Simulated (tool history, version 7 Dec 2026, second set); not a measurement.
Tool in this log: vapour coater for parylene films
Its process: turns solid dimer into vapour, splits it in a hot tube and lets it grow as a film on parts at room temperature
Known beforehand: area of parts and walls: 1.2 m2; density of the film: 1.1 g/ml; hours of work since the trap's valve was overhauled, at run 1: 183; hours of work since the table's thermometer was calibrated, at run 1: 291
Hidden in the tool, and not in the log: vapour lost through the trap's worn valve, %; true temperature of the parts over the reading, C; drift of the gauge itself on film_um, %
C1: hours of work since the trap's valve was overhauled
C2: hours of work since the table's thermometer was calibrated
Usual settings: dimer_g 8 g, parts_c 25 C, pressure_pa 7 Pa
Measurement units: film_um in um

{"run": 1, "hour": 0.0, "dimer_g": 8, "parts_c": 25, "pressure_pa": 7, "C1": 183, "C2": 291, "film_um": 3.95}
{"run": 2, "hour": 19.3, "dimer_g": 8, "parts_c": 25, "pressure_pa": 7, "C1": 191, "C2": 300, "film_um": 3.99}
{"run": 3, "hour": 43.3, "dimer_g": 8, "parts_c": 25, "pressure_pa": 7, "C1": 202, "C2": 311, "film_um": 3.95}
{"run": 4, "hour": 81.5, "dimer_g": 8, "parts_c": 22, "pressure_pa": 7, "C1": 219, "C2": 328, "film_um": 4.6}
{"hour": 84.7, "done": "table's thermometer calibrated"}
{"run": 5, "hour": 119.4, "dimer_g": 11, "parts_c": 25, "pressure_pa": 7, "C1": 235, "C2": 15, "film_um": 5.4}
{"run": 6, "hour": 154.1, "dimer_g": 7, "parts_c": 28, "pressure_pa": 10.67, "C1": 251, "C2": 31, "film_um": 2.7}
{"hour": 159.3, "done": "table's thermometer calibrated, once more"}
{"run": 7, "hour": 184.4, "dimer_g": 7, "parts_c": 28, "pressure_pa": 10.67, "C1": 264, "C2": 11, "film_um": 2.7}
{"run": 8, "hour": 210.6, "dimer_g": 8, "parts_c": 37, "pressure_pa": 2.21, "C1": 275, "C2": 23, "film_um": 2.8}
{"run": 9, "hour": 234.7, "dimer_g": 8, "parts_c": 37, "pressure_pa": 2.21, "C1": 286, "C2": 34, "film_um": 2.81}
{"run": 10, "hour": 267.2, "dimer_g": 8, "parts_c": 37, "pressure_pa": 2.21, "C1": 301, "C2": 48, "film_um": 2.79}

Here are 4 independent what-if runs from the current tool condition. What would each one return?
{"run": "A", "hour": 308.7, "dimer_g": 8, "parts_c": 25, "pressure_pa": 2.83, "C1": 319, "C2": 66, "film_um": "?"}
{"run": "B", "hour": 308.7, "dimer_g": 5, "parts_c": 37, "pressure_pa": 9.41, "C1": 319, "C2": 66, "film_um": "?"}
{"run": "C", "hour": 308.7, "dimer_g": 10, "parts_c": 23, "pressure_pa": 2.21, "C1": 319, "C2": 66, "film_um": "?"}
{"run": "D", "hour": 308.7, "dimer_g": 11, "parts_c": 29, "pressure_pa": 7.47, "C1": 319, "C2": 66, "film_um": "?"}

run=A film_um=4.68
run=B film_um=1.33
run=C film_um=6.78
run=D film_um=4.39
Without the tool's hidden state the same runs would have given:
run=A film_um=4.8
run=B film_um=1.36
run=C film_um=6.95
run=D film_um=4.5
